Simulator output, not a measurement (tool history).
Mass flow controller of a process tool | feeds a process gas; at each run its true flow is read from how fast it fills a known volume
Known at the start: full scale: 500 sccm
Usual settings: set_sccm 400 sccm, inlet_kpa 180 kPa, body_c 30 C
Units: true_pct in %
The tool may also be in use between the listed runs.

{"run": 1, "day": 0.0, "set_sccm": 400, "inlet_kpa": 180, "body_c": 30, "true_pct": 99.93}
{"run": 2, "day": 3.233, "set_sccm": 400, "inlet_kpa": 180, "body_c": 30, "true_pct": 99.98}
{"run": 3, "day": 8.192, "set_sccm": 400, "inlet_kpa": 180, "body_c": 30, "true_pct": 99.92}
{"run": 4, "day": 13.804, "set_sccm": 487, "inlet_kpa": 180, "body_c": 30, "true_pct": 100.54}
{"run": 5, "day": 17.933, "set_sccm": 487, "inlet_kpa": 180, "body_c": 30, "true_pct": 100.54}
{"run": 6, "day": 21.104, "set_sccm": 487, "inlet_kpa": 180, "body_c": 30, "true_pct": 100.45}
{"run": 7, "day": 26.108, "set_sccm": 487, "inlet_kpa": 180, "body_c": 30, "true_pct": 100.53}
{"run": 8, "day": 31.483, "set_sccm": 400, "inlet_kpa": 180, "body_c": 30, "true_pct": 99.93}
{"run": 9, "day": 34.296, "set_sccm": 83, "inlet_kpa": 180, "body_c": 30, "true_pct": 93.47}
{"day": 34.746, "done": "controller's zero set anew"}
{"run": 10, "day": 40.025, "set_sccm": 83, "inlet_kpa": 180, "body_c": 23, "true_pct": 90.38}
{"run": 11, "day": 43.521, "set_sccm": 400, "inlet_kpa": 180, "body_c": 30, "true_pct": 99.27}
{"run": 12, "day": 47.917, "set_sccm": 400, "inlet_kpa": 150, "body_c": 30, "true_pct": 99.49}
{"run": 13, "day": 52.588, "set_sccm": 400, "inlet_kpa": 150, "body_c": 21, "true_pct": 99.23}
{"run": 14, "day": 55.525, "set_sccm": 75, "inlet_kpa": 171, "body_c": 24, "true_pct": 89.03}
{"run": 15, "day": 60.467, "set_sccm": 63, "inlet_kpa": 222, "body_c": 28, "true_pct": 86.69}
{"run": 16, "day": 65.062, "set_sccm": 63, "inlet_kpa": 222, "body_c": 28, "true_pct": 86.67}
{"day": 66.475, "done": "controller's zero set anew, once more"}
{"run": 17, "day": 69.229, "set_sccm": 63, "inlet_kpa": 222, "body_c": 28, "true_pct": 99.39}
{"run": 18, "day": 71.612, "set_sccm": 377, "inlet_kpa": 150, "body_c": 34, "true_pct": 101.46}
{"run": 19, "day": 74.417, "set_sccm": 76, "inlet_kpa": 237, "body_c": 34, "true_pct": 99.53}
{"run": 20, "day": 77.871, "set_sccm": 400, "inlet_kpa": 180, "body_c": 21, "true_pct": 101.05}
{"day": 82.321, "done": "controller exchanged for a calibrated one"}
{"run": 21, "day": 83.538, "set_sccm": 400, "inlet_kpa": 180, "body_c": 21, "true_pct": 99.66}
{"run": 22, "day": 87.562, "set_sccm": 400, "inlet_kpa": 239, "body_c": 40, "true_pct": 99.94}
{"run": 23, "day": 89.917, "set_sccm": 400, "inlet_kpa": 214, "body_c": 20, "true_pct": 99.38}
{"run": 24, "day": 92.646, "set_sccm": 334, "inlet_kpa": 251, "body_c": 30, "true_pct": 99.13}
{"run": 25, "day": 95.458, "set_sccm": 334, "inlet_kpa": 251, "body_c": 30, "true_pct": 99.21}
{"run": 26, "day": 100.967, "set_sccm": 334, "inlet_kpa": 147, "body_c": 28, "true_pct": 99.74}

Forecast each of these 3 alternatives for the next run:
{"run": "A", "day": 104.292, "set_sccm": 209, "inlet_kpa": 147, "body_c": 32, "true_pct": "?"}
{"run": "B", "day": 104.292, "set_sccm": 63, "inlet_kpa": 159, "body_c": 22, "true_pct": "?"}
{"run": "C", "day": 104.292, "set_sccm": 126, "inlet_kpa": 152, "body_c": 26, "true_pct": "?"}

run=A true_pct=99.33
run=B true_pct=97.88
run=C true_pct=98.65
Without the tool's hidden state the same runs would have given:
run=A true_pct=99.33
run=B true_pct=98.28
run=C true_pct=98.77
